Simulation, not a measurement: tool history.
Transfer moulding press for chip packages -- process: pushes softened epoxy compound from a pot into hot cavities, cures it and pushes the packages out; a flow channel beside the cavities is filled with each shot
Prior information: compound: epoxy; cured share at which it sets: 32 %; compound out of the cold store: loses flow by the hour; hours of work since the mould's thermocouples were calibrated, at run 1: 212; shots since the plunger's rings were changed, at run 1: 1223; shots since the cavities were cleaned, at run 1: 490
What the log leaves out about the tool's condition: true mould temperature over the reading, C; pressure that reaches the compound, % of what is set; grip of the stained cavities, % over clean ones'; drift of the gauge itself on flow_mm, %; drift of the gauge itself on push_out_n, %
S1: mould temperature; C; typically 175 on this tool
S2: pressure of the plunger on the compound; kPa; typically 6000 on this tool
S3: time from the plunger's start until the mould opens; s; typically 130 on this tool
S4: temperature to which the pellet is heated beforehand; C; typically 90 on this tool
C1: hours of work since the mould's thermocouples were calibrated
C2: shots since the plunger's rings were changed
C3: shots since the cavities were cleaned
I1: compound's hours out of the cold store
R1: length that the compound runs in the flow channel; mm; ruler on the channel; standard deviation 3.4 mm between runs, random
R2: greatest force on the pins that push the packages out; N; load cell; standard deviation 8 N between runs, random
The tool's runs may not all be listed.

Run 1, hour 0.0: usual settings; C1 212; C2 1223; C3 490; I1 31.4. Result: R1 805 mm, R2 480 N.
Run 2, hour 14.7: usual settings; C1 220; C2 1341; C3 608; I1 43.6. Result: R1 745 mm, R2 496 N.
Run 3, hour 32.0: usual settings; C1 229; C2 1480; C3 747; I1 14.4. Result: R1 901 mm, R2 533 N.
At hour 42.9: cavities cleaned with cleaning compound and waxed.
Run 4, hour 42.9: usual settings; C1 234; C2 1555; C3 0; I1 18.1. Result: R1 865 mm, R2 364 N.
Run 5, hour 55.9: usual settings; C1 241; C2 1659; C3 104; I1 9.3. Result: R1 921 mm, R2 407 N.
Run 6, hour 71.2: usual settings but S2 6780 kPa; C1 249; C2 1782; C3 227; I1 38.9. Result: R1 809 mm, R2 424 N.
Run 7, hour 82.0: usual settings but S2 6780 kPa; C1 255; C2 1869; C3 314; I1 31.2. Result: R1 847 mm, R2 445 N.
At hour 85.0: mould's thermocouples calibrated.
Run 8, hour 101.2: usual settings but S4 87 C; C1 9; C2 2007; C3 452; I1 47.1. Result: R1 722 mm, R2 445 N.
Run 9, hour 116.0: usual settings but S2 4670 kPa, S4 87 C; C1 17; C2 2125; C3 570; I1 32.0. Result: R1 696 mm, R2 468 N.
Run 10, hour 124.3: usual settings but S2 4670 kPa, S4 87 C; C1 21; C2 2192; C3 637; I1 13.4. Result: R1 783 mm, R2 487 N.
Run 11, hour 134.6: usual settings but S2 6620 kPa; C1 27; C2 2275; C3 720; I1 34.4. Result: R1 817 mm, R2 495 N.
At hour 140.5: mould's thermocouples calibrated, once more.
At hour 150.9: cavities cleaned with cleaning compound and waxed.
Run 12, hour 150.9: usual settings but S2 6620 kPa; C1 5; C2 2378; C3 0; I1 39.9. Result: R1 791 mm, R2 333 N.
Run 13, hour 158.9: usual settings but S1 178 C, S2 5860 kPa, S3 111 s, S4 84 C; C1 9; C2 2442; C3 64; I1 9.2. Result: R1 890 mm, R2 419 N.
Run 14, hour 174.8: usual settings but S2 5010 kPa, S3 144 s; C1 18; C2 2570; C3 192; I1 10.6. Result: R1 830 mm, R2 396 N.
Run 15, hour 193.0: usual settings but S1 168 C, S2 5010 kPa, S3 113 s; C1 27; C2 2715; C3 337; I1 20.8. Result: R1 803 mm, R2 993 N.
Run 16, hour 204.8: usual settings but S1 168 C, S2 5010 kPa, S3 113 s; C1 34; C2 2810; C3 432; I1 8.4. Result: R1 872 mm, R2 1098 N.
Run 17, hour 212.9: usual settings but S1 168 C, S2 5010 kPa, S3 113 s; C1 38; C2 2875; C3 497; I1 42.2. Result: R1 702 mm, R2 936 N.
Run 18, hour 223.6: usual settings but S1 168 C, S2 5010 kPa, S3 113 s; C1 44; C2 2961; C3 583; I1 12.8. Result: R1 844 mm, R2 1141 N.
Run 19, hour 231.4: usual settings but S4 93 C; C1 48; C2 3023; C3 645; I1 8.9. Result: R1 917 mm, R2 520 N.
Run 20, hour 246.9: usual settings but S1 179 C, S2 5990 kPa; C1 56; C2 3148; C3 770; I1 34.9. Result: R1 760 mm, R2 458 N.
At hour 255.4: cavities cleaned with cleaning compound and waxed.
Run 21, hour 258.5: usual settings but S1 173 C, S3 135 s; C1 62; C2 3229; C3 25; I1 33.2. Result: R1 785 mm, R2 366 N.
Run 22, hour 276.6: usual settings; C1 71; C2 3374; C3 170; I1 32.9. Result: R1 784 mm, R2 410 N.

Pick out some run-to-run changes in R1. Of each, how much would a tool without hidden state show as well, from the settings, what came in and chance, and how much is left for the hidden state and any gauge scatter not in both results compared?
Run 16 -> 17: nothing adjusted, nothing logged. R1 -170 mm: hidden state +4, all else -174.
Run 17 -> 18: nothing adjusted, nothing logged. R1 +142 mm: hidden state -4, all else +146.
Run 19 -> 20: S1 175 -> 179, S2 6000 -> 5990, S4 93 -> 90. R1 -157 mm: hidden state +4, all else -161.

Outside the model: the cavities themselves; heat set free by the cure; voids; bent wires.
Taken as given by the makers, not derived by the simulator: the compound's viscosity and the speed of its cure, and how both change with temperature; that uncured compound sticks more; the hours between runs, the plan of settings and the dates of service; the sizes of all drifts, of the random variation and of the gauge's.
